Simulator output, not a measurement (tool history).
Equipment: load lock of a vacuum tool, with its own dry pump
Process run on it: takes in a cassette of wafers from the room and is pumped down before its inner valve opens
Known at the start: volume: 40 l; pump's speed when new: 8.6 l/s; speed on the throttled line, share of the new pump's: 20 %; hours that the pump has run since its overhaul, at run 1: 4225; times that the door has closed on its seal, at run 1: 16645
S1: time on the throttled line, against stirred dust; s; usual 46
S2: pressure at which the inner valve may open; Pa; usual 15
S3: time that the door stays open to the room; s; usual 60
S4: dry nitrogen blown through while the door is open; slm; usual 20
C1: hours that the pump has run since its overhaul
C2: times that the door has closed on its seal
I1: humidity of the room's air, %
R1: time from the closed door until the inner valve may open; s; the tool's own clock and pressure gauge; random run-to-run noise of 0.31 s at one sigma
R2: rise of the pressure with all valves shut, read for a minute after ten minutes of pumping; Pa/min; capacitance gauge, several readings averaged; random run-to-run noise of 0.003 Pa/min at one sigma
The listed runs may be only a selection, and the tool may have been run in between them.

{"run": 1, "day": 0.0, "S1": 46, "S2": 15, "S3": 60, "S4": 20, "C1": 4225, "C2": 16645, "I1": 46.7, "R1": 79.3, "R2": 0.096}
{"run": 2, "day": 8.858, "S1": 46, "S2": 15, "S3": 60, "S4": 20, "C1": 4438, "C2": 17317, "I1": 39.8, "R1": 79.3, "R2": 0.095}
{"run": 3, "day": 18.671, "S1": 46, "S2": 15, "S3": 60, "S4": 20, "C1": 4674, "C2": 18061, "I1": 45.1, "R1": 79.7, "R2": 0.103}
{"run": 4, "day": 33.846, "S1": 73, "S2": 15, "S3": 60, "S4": 20, "C1": 5038, "C2": 19211, "I1": 44.9, "R1": 101.0, "R2": 0.113}
{"run": 5, "day": 51.838, "S1": 73, "S2": 15, "S3": 60, "S4": 20, "C1": 5470, "C2": 20575, "I1": 42.4, "R1": 101.1, "R2": 0.115}
{"run": 6, "day": 64.962, "S1": 46, "S2": 12, "S3": 60, "S4": 20, "C1": 5785, "C2": 21569, "I1": 41.5, "R1": 80.7, "R2": 0.119}
{"run": 7, "day": 74.825, "S1": 46, "S2": 15, "S3": 60, "S4": 15, "C1": 6021, "C2": 22317, "I1": 42.9, "R1": 79.5, "R2": 0.124}
{"run": 8, "day": 82.529, "S1": 46, "S2": 20, "S3": 60, "S4": 15, "C1": 6206, "C2": 22901, "I1": 44.0, "R1": 78.2, "R2": 0.133}
{"run": 9, "day": 90.288, "S1": 46, "S2": 20, "S3": 60, "S4": 34, "C1": 6392, "C2": 23489, "I1": 42.5, "R1": 78.8, "R2": 0.124}
{"run": 10, "day": 101.733, "S1": 35, "S2": 15, "S3": 60, "S4": 20, "C1": 6667, "C2": 24356, "I1": 46.4, "R1": 72.1, "R2": 0.136}
{"run": 11, "day": 112.812, "S1": 35, "S2": 15, "S3": 60, "S4": 20, "C1": 6933, "C2": 25196, "I1": 47.1, "R1": 71.5, "R2": 0.146}
{"run": 12, "day": 129.704, "S1": 46, "S2": 15, "S3": 95, "S4": 20, "C1": 7338, "C2": 26477, "I1": 46.5, "R1": 80.4, "R2": 0.164}
{"run": 13, "day": 139.817, "S1": 46, "S2": 15, "S3": 95, "S4": 20, "C1": 7581, "C2": 27243, "I1": 43.9, "R1": 80.0, "R2": 0.166}
{"run": 14, "day": 154.208, "S1": 46, "S2": 15, "S3": 95, "S4": 20, "C1": 7926, "C2": 28334, "I1": 43.4, "R1": 80.5, "R2": 0.179}
{"run": 15, "day": 167.975, "S1": 46, "S2": 15, "S3": 60, "S4": 20, "C1": 8257, "C2": 29378, "I1": 47.7, "R1": 80.6, "R2": 0.179}
{"run": 16, "day": 177.292, "S1": 46, "S2": 13, "S3": 60, "S4": 20, "C1": 8480, "C2": 30084, "I1": 50.3, "R1": 81.6, "R2": 0.195}
{"run": 17, "day": 194.483, "S1": 46, "S2": 13, "S3": 60, "S4": 20, "C1": 8893, "C2": 31387, "I1": 45.9, "R1": 81.7, "R2": 0.199}
{"run": 18, "day": 209.292, "S1": 46, "S2": 13, "S3": 38, "S4": 20, "C1": 9248, "C2": 32509, "I1": 44.9, "R1": 81.7, "R2": 0.201}
{"run": 19, "day": 220.958, "S1": 46, "S2": 15, "S3": 60, "S4": 10, "C1": 9528, "C2": 33393, "I1": 44.9, "R1": 81.1, "R2": 0.222}
{"run": 20, "day": 230.579, "S1": 46, "S2": 25, "S3": 26, "S4": 30, "C1": 9759, "C2": 34123, "I1": 46.6, "R1": 78.0, "R2": 0.214}
{"run": 21, "day": 243.896, "S1": 46, "S2": 25, "S3": 26, "S4": 30, "C1": 10079, "C2": 35132, "I1": 46.6, "R1": 78.5, "R2": 0.212}
{"run": 22, "day": 257.233, "S1": 46, "S2": 25, "S3": 26, "S4": 30, "C1": 10399, "C2": 36143, "I1": 44.1, "R1": 79.3, "R2": 0.234}
{"run": 23, "day": 273.158, "S1": 46, "S2": 25, "S3": 26, "S4": 30, "C1": 10781, "C2": 37350, "I1": 44.1, "R1": 78.8, "R2": 0.242}
{"run": 24, "day": 289.729, "S1": 46, "S2": 25, "S3": 26, "S4": 30, "C1": 11179, "C2": 38606, "I1": 43.1, "R1": 78.5, "R2": 0.25}
{"run": 25, "day": 301.062, "S1": 26, "S2": 15, "S3": 60, "S4": 10, "C1": 11451, "C2": 39465, "I1": 45.6, "R1": 66.8, "R2": 0.289}
{"run": 26, "day": 318.362, "S1": 46, "S2": 11, "S3": 46, "S4": 38, "C1": 11866, "C2": 40776, "I1": 45.1, "R1": 83.7, "R2": 0.277}
{"run": 27, "day": 330.125, "S1": 46, "S2": 11, "S3": 46, "S4": 38, "C1": 12148, "C2": 41668, "I1": 47.1, "R1": 83.5, "R2": 0.289}
{"day": 331.025, "done": "door's seal changed, seat wiped"}
{"run": 28, "day": 339.475, "S1": 40, "S2": 16, "S3": 46, "S4": 38, "C1": 12371, "C2": 640, "I1": 46.3, "R1": 77.1, "R2": 0.031}
{"run": 29, "day": 348.604, "S1": 32, "S2": 29, "S3": 54, "S4": 35, "C1": 12590, "C2": 1332, "I1": 42.0, "R1": 67.7, "R2": 0.026}
{"run": 30, "day": 362.704, "S1": 56, "S2": 13, "S3": 49, "S4": 21, "C1": 12929, "C2": 2401, "I1": 43.4, "R1": 90.8, "R2": 0.043}
{"run": 31, "day": 373.821, "S1": 24, "S2": 15, "S3": 45, "S4": 26, "C1": 13196, "C2": 3243, "I1": 43.1, "R1": 65.3, "R2": 0.033}
{"run": 32, "day": 386.721, "S1": 75, "S2": 25, "S3": 197, "S4": 20, "C1": 13505, "C2": 4221, "I1": 46.0, "R1": 102.0, "R2": 0.073}
{"run": 33, "day": 401.138, "S1": 27, "S2": 17, "S3": 197, "S4": 20, "C1": 13851, "C2": 5314, "I1": 46.2, "R1": 67.6, "R2": 0.074}
{"run": 34, "day": 419.179, "S1": 46, "S2": 14, "S3": 60, "S4": 20, "C1": 14284, "C2": 6681, "I1": 43.3, "R1": 83.4, "R2": 0.049}
{"run": 35, "day": 433.292, "S1": 46, "S2": 14, "S3": 60, "S4": 20, "C1": 14623, "C2": 7751, "I1": 48.2, "R1": 83.6, "R2": 0.065}
{"run": 36, "day": 448.604, "S1": 46, "S2": 16, "S3": 60, "S4": 12, "C1": 14990, "C2": 8912, "I1": 43.5, "R1": 82.6, "R2": 0.07}
{"run": 37, "day": 458.721, "S1": 46, "S2": 16, "S3": 60, "S4": 12, "C1": 15233, "C2": 9678, "I1": 47.2, "R1": 83.0, "R2": 0.072}

Branching from run 37: 3 alternative next runs. What would each branch give?
{"run": "A", "day": 469.467, "S1": 50, "S2": 23, "S3": 127, "S4": 20, "C1": 15491, "C2": 10493, "I1": 45.7, "R1": "?", "R2": "?"}
{"run": "B", "day": 469.467, "S1": 46, "S2": 11, "S3": 60, "S4": 12, "C1": 15491, "C2": 10493, "I1": 44.0, "R1": "?", "R2": "?"}
{"run": "C", "day": 469.467, "S1": 46, "S2": 18, "S3": 60, "S4": 4, "C1": 15491, "C2": 10493, "I1": 45.8, "R1": "?", "R2": "?"}

run=A R1=84.0 R2=0.084
run=B R1=85.1 R2=0.074
run=C R1=82.7 R2=0.084
Without the tool's hidden state the same runs would have given:
run=A R1=79.2 R2=0.054
run=B R1=79.7 R2=0.044
run=C R1=77.7 R2=0.054

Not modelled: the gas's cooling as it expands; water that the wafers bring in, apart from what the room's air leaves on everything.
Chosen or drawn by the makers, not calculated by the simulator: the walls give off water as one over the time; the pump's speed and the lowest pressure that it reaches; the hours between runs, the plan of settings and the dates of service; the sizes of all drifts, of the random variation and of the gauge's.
